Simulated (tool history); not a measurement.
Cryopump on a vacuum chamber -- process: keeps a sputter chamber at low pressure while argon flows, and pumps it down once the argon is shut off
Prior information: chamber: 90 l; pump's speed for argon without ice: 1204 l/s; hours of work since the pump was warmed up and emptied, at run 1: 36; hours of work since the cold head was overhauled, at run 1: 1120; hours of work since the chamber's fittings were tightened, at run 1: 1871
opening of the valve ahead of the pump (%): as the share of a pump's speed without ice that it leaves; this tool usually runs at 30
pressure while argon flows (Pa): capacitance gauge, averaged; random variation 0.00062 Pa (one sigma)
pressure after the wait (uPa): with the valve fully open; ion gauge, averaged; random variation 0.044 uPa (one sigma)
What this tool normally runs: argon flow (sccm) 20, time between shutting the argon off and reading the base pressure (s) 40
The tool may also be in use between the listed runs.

| run | hour | argon flow (sccm) | time between shutting the argon off and reading the base pressure (s) | opening of the valve ahead of the pump (%) | hours of work since the pump was warmed up and emptied | hours of work since the cold head was overhauled | hours of work since the chamber's fittings were tightened | pressure while argon flows (Pa) | pressure after the wait (uPa) |
|---|---|---|---|---|---|---|---|---|---|
| 1 | 0.0 | 20 | 40 | 30 | 36 | 1120 | 1871 | 0.0936 | 3.28 |
| 2 | 57.5 | 20 | 40 | 30 | 77 | 1161 | 1912 | 0.0958 | 3.26 |
| 3 | 144.1 | 20 | 40 | 30 | 139 | 1223 | 1974 | 0.0968 | 3.33 |
| 4 | 225.3 | 20 | 40 | 30 | 197 | 1281 | 2033 | 0.0974 | 3.45 |
| 5 | 277.1 | 20 | 40 | 30 | 235 | 1318 | 2070 | 0.0982 | 3.44 |
| 6 | 337.8 | 20 | 40 | 30 | 278 | 1362 | 2113 | 0.0995 | 3.55 |
| 7 | 415.6 | 20 | 40 | 30 | 334 | 1418 | 2169 | 0.1008 | 3.65 |
| 8 | 522.8 | 20 | 40 | 30 | 411 | 1494 | 2246 | 0.1031 | 3.65 |
|  | 611.4 | pump warmed up, emptied and cooled again |
| 9 | 635.9 | 30 | 40 | 30 | 18 | 1572 | 2323 | 0.1405 | 3.52 |
| 10 | 720.6 | 20 | 40 | 30 | 78 | 1633 | 2384 | 0.0949 | 3.52 |
| 11 | 813.6 | 20 | 40 | 30 | 145 | 1699 | 2451 | 0.0979 | 3.57 |
|  | 861.5 | leaking fittings of the chamber tightened, without venting |
| 12 | 899.1 | 20 | 40 | 30 | 205 | 1759 | 27 | 0.0978 | 2.65 |
| 13 | 1004.8 | 20 | 40 | 30 | 281 | 1835 | 103 | 0.1006 | 2.76 |
| 14 | 1076.2 | 20 | 40 | 30 | 332 | 1886 | 154 | 0.1005 | 2.85 |
| 15 | 1158.9 | 20 | 40 | 57 | 391 | 1945 | 213 | 0.0586 | 2.78 |
| 16 | 1237.9 | 20 | 91 | 57 | 448 | 2002 | 270 | 0.0606 | 1.53 |
|  | 1274.4 | pump warmed up, emptied and cooled again |
| 17 | 1344.9 | 12 | 213 | 26 | 51 | 2075 | 343 | 0.0659 | 0.88 |
| 18 | 1392.9 | 12 | 213 | 26 | 85 | 2110 | 377 | 0.0661 | 0.83 |
| 19 | 1450.0 | 12 | 213 | 26 | 126 | 2151 | 418 | 0.0665 | 0.83 |
| 20 | 1556.1 | 15 | 42 | 26 | 202 | 2227 | 494 | 0.0842 | 2.76 |
| 21 | 1648.0 | 21 | 40 | 30 | 268 | 2292 | 560 | 0.1051 | 2.90 |

Run 22, settings as shown, results not yet in. Your forecast:
| 22 | 1696.9 | 20 | 198 | 26 | 303 | 2328 | 595 | ? | ? |

pressure while argon flows (Pa): 0.1157
pressure after the wait (uPa): 1.03
Were there no unlogged condition in the tool, this run, its random variation unchanged, would have produced pressure while argon flows (Pa) 0.1085, pressure after the wait (uPa) 0.74.
